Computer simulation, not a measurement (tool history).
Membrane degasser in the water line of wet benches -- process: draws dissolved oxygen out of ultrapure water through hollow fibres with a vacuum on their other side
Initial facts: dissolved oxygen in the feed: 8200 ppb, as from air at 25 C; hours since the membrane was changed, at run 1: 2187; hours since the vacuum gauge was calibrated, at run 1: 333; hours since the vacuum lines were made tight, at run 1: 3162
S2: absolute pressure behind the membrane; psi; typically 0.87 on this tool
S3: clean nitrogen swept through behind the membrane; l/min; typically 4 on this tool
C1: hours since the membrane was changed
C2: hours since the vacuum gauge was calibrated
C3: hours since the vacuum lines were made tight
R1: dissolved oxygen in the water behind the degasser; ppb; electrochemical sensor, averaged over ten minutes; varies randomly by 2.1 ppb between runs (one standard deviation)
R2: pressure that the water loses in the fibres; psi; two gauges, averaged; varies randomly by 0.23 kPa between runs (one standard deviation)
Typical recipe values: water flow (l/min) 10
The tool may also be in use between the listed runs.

{"run": 1, "hour": 0.0, "water flow (l/min)": 10, "S2": 0.87, "S3": 4, "C1": 2187, "C2": 333, "C3": 3162, "R1": 205.2, "R2": 8.351}
{"run": 2, "hour": 182.9, "water flow (l/min)": 10, "S2": 0.87, "S3": 4, "C1": 2370, "C2": 516, "C3": 3345, "R1": 206.1, "R2": 8.292}
{"run": 3, "hour": 365.8, "water flow (l/min)": 10, "S2": 0.87, "S3": 4, "C1": 2552, "C2": 699, "C3": 3528, "R1": 210.8, "R2": 8.29}
{"run": 4, "hour": 463.1, "water flow (l/min)": 10, "S2": 0.87, "S3": 4, "C1": 2650, "C2": 796, "C3": 3625, "R1": 209.2, "R2": 8.208}
{"run": 5, "hour": 609.6, "water flow (l/min)": 10, "S2": 0.87, "S3": 4, "C1": 2796, "C2": 942, "C3": 3772, "R1": 208.6, "R2": 8.285}
{"run": 6, "hour": 764.6, "water flow (l/min)": 10, "S2": 0.87, "S3": 4, "C1": 2951, "C2": 1097, "C3": 3927, "R1": 209, "R2": 8.242}
{"run": 7, "hour": 857.1, "water flow (l/min)": 10, "S2": 0.87, "S3": 4, "C1": 3044, "C2": 1190, "C3": 4019, "R1": 209.2, "R2": 8.273}
{"run": 8, "hour": 997.3, "water flow (l/min)": 10, "S2": 0.87, "S3": 4, "C1": 3184, "C2": 1330, "C3": 4159, "R1": 207.4, "R2": 8.173}
{"run": 9, "hour": 1099.8, "water flow (l/min)": 10, "S2": 0.87, "S3": 4, "C1": 3286, "C2": 1433, "C3": 4262, "R1": 209.4, "R2": 8.276}
{"run": 10, "hour": 1266.2, "water flow (l/min)": 10, "S2": 0.87, "S3": 4, "C1": 3453, "C2": 1599, "C3": 4428, "R1": 208.5, "R2": 8.167}
{"run": 11, "hour": 1469.6, "water flow (l/min)": 10, "S2": 0.87, "S3": 4, "C1": 3656, "C2": 1802, "C3": 4632, "R1": 211, "R2": 8.232}
{"run": 12, "hour": 1612.5, "water flow (l/min)": 7, "S2": 0.87, "S3": 4, "C1": 3799, "C2": 1945, "C3": 4774, "R1": 64.4, "R2": 5.777}
{"run": 13, "hour": 1743.2, "water flow (l/min)": 10, "S2": 1.375, "S3": 4, "C1": 3930, "C2": 2076, "C3": 4905, "R1": 228.4, "R2": 8.186}
{"run": 14, "hour": 1893.3, "water flow (l/min)": 10, "S2": 1.375, "S3": 4, "C1": 4080, "C2": 2226, "C3": 5055, "R1": 228, "R2": 8.192}
{"run": 15, "hour": 2104.1, "water flow (l/min)": 10, "S2": 0.87, "S3": 4, "C1": 4291, "C2": 2437, "C3": 5266, "R1": 211, "R2": 8.174}
{"run": 16, "hour": 2262.6, "water flow (l/min)": 10, "S2": 0.87, "S3": 4, "C1": 4449, "C2": 2595, "C3": 5425, "R1": 212.2, "R2": 8.193}
{"run": 17, "hour": 2439.0, "water flow (l/min)": 10, "S2": 1.302, "S3": 3.96, "C1": 4626, "C2": 2772, "C3": 5601, "R1": 227.7, "R2": 8.171}
{"run": 18, "hour": 2588.0, "water flow (l/min)": 10, "S2": 1.114, "S3": 4.63, "C1": 4775, "C2": 2921, "C3": 5750, "R1": 215.9, "R2": 8.137}
{"run": 19, "hour": 2730.4, "water flow (l/min)": 10, "S2": 1.153, "S3": 1.82, "C1": 4917, "C2": 3063, "C3": 5892, "R1": 252.2, "R2": 8.182}
{"run": 20, "hour": 2831.6, "water flow (l/min)": 10, "S2": 0.848, "S3": 8.73, "C1": 5018, "C2": 3164, "C3": 5994, "R1": 195.4, "R2": 8.118}
{"run": 21, "hour": 3012.6, "water flow (l/min)": 10, "S2": 0.92, "S3": 4, "C1": 5199, "C2": 3345, "C3": 6175, "R1": 211.5, "R2": 8.099}
{"run": 22, "hour": 3162.1, "water flow (l/min)": 10, "S2": 0.92, "S3": 4, "C1": 5349, "C2": 3495, "C3": 6324, "R1": 211.9, "R2": 8.115}
{"hour": 3319.1, "done": "vacuum gauge calibrated"}
{"run": 23, "hour": 3344.9, "water flow (l/min)": 6, "S2": 0.661, "S3": 2.46, "C1": 5531, "C2": 26, "C3": 6506, "R1": 34.7, "R2": 4.896}
{"run": 24, "hour": 3528.6, "water flow (l/min)": 6, "S2": 0.661, "S3": 3.59, "C1": 5715, "C2": 209, "C3": 6690, "R1": 32.3, "R2": 4.846}
{"run": 25, "hour": 3631.2, "water flow (l/min)": 10, "S2": 1.659, "S3": 4.38, "C1": 5817, "C2": 312, "C3": 6793, "R1": 235.5, "R2": 8.073}
{"run": 26, "hour": 3828.9, "water flow (l/min)": 13, "S2": 1.51, "S3": 4.35, "C1": 6015, "C2": 510, "C3": 6990, "R1": 448.6, "R2": 10.522}
{"run": 27, "hour": 3936.2, "water flow (l/min)": 8, "S2": 0.705, "S3": 4, "C1": 6122, "C2": 617, "C3": 7098, "R1": 97.6, "R2": 6.528}
{"run": 28, "hour": 4109.1, "water flow (l/min)": 8, "S2": 0.705, "S3": 4, "C1": 6295, "C2": 790, "C3": 7271, "R1": 95.9, "R2": 6.479}
{"run": 29, "hour": 4269.6, "water flow (l/min)": 8, "S2": 0.705, "S3": 4, "C1": 6456, "C2": 951, "C3": 7431, "R1": 95.9, "R2": 6.43}
{"run": 30, "hour": 4363.5, "water flow (l/min)": 10, "S2": 0.628, "S3": 11.31, "C1": 6550, "C2": 1044, "C3": 7525, "R1": 197.5, "R2": 8.082}
{"run": 31, "hour": 4539.6, "water flow (l/min)": 11, "S2": 0.795, "S3": 2.22, "C1": 6726, "C2": 1220, "C3": 7701, "R1": 289.6, "R2": 8.881}

Forecast each of these 4 alternatives for the next run:
{"hour": 4689.8, "done": "gauge calibrated"}
{"run": "A", "hour": 4715.7, "water flow (l/min)": 10, "S2": 0.87, "S3": 2.21, "C1": 6902, "C2": 1397, "C3": 7877, "R1": "?", "R2": "?"}
{"hour": 4689.8, "done": "gauge calibrated"}
{"run": "B", "hour": 4715.7, "water flow (l/min)": 10, "S2": 0.825, "S3": 6.86, "C1": 6902, "C2": 1397, "C3": 7877, "R1": "?", "R2": "?"}
{"hour": 4689.8, "done": "gauge calibrated"}
{"run": "C", "hour": 4715.7, "water flow (l/min)": 14, "S2": 0.87, "S3": 2.39, "C1": 6902, "C2": 1397, "C3": 7877, "R1": "?", "R2": "?"}
{"hour": 4689.8, "done": "gauge calibrated"}
{"run": "D", "hour": 4715.7, "water flow (l/min)": 15, "S2": 0.66, "S3": 11.21, "C1": 6902, "C2": 1397, "C3": 7877, "R1": "?", "R2": "?"}

run=A R1=221.9 R2=8.286
run=B R1=206 R2=8.344
run=C R1=514.5 R2=11.616
run=D R1=571.6 R2=12.496
Without the tool's unlogged condition, the same runs would have read:
run=A R1=221.5 R2=8.283
run=B R1=205.6 R2=8.341
run=C R1=513.7 R2=11.612
run=D R1=570.7 R2=12.492
